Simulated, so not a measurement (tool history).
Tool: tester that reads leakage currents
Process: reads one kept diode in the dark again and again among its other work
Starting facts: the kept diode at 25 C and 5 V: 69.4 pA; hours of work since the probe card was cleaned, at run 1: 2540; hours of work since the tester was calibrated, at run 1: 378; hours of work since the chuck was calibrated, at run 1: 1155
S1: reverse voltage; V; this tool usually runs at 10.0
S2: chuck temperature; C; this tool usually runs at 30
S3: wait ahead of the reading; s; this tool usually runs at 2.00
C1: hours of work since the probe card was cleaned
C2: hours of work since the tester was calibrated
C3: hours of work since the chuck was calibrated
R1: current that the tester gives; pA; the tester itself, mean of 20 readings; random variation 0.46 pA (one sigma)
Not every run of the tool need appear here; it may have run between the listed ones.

| run | hour | S1 | S2 | S3 | C1 | C2 | C3 | R1 |
|---|---|---|---|---|---|---|---|---|
| 1 | 0.0 | 10.0 | 30 | 2.00 | 2540 | 378 | 1155 | 151.07 |
|  | 81.4 | probe card cleaned and baked |
|  | 115.6 | chuck's temperature calibrated |
| 2 | 115.6 | 10.0 | 30 | 2.00 | 20 | 445 | 0 | 152.18 |
| 3 | 280.4 | 10.0 | 30 | 2.00 | 120 | 545 | 100 | 151.97 |
| 4 | 385.2 | 10.0 | 21 | 2.00 | 183 | 609 | 164 | 65.46 |
| 5 | 599.6 | 10.0 | 30 | 2.00 | 313 | 739 | 294 | 150.81 |
| 6 | 837.7 | 10.0 | 52 | 2.00 | 458 | 884 | 438 | 972.97 |
| 7 | 994.9 | 10.0 | 30 | 2.47 | 553 | 979 | 534 | 151.62 |
| 8 | 1210.2 | 10.0 | 30 | 0.45 | 684 | 1110 | 665 | 151.82 |
| 9 | 1344.6 | 10.0 | 30 | 0.45 | 766 | 1192 | 746 | 152.94 |
| 10 | 1562.0 | 10.0 | 30 | 3.42 | 898 | 1324 | 878 | 152.04 |
| 11 | 1779.3 | 19.6 | 30 | 2.00 | 1030 | 1456 | 1010 | 206.78 |
| 12 | 2018.1 | 19.6 | 52 | 2.44 | 1175 | 1601 | 1155 | 1325.64 |
|  | 2141.1 | chuck's temperature calibrated |
| 13 | 2233.2 | 19.6 | 52 | 2.44 | 1304 | 1730 | 56 | 1322.90 |
| 14 | 2392.3 | 10.0 | 30 | 2.80 | 1401 | 1827 | 153 | 150.68 |
| 15 | 2511.2 | 10.0 | 30 | 2.80 | 1473 | 1899 | 225 | 151.90 |
| 16 | 2733.1 | 1.4 | 33 | 3.49 | 1608 | 2034 | 359 | 80.71 |

Consider 3 possible next runs. They are alternatives, not a sequence: every one starts from the tool as it was left by run 16. What does each give?
| A | 2957.3 | 1.4 | 22 | 1.00 | 1744 | 2170 | 496 | ? |
| B | 2957.3 | 10.0 | 21 | 0.61 | 1744 | 2170 | 496 | ? |
| C | 2957.3 | 11.3 | 25 | 6.00 | 1744 | 2170 | 496 | ? |

| run | R1 |
|---|---|
| A | 29.26 |
| B | 66.06 |
| C | 100.99 |
What these runs would have given with no unlogged condition in the tool:
| run | R1 |
|---|---|
| A | 29.25 |
| B | 65.96 |
| C | 100.88 |
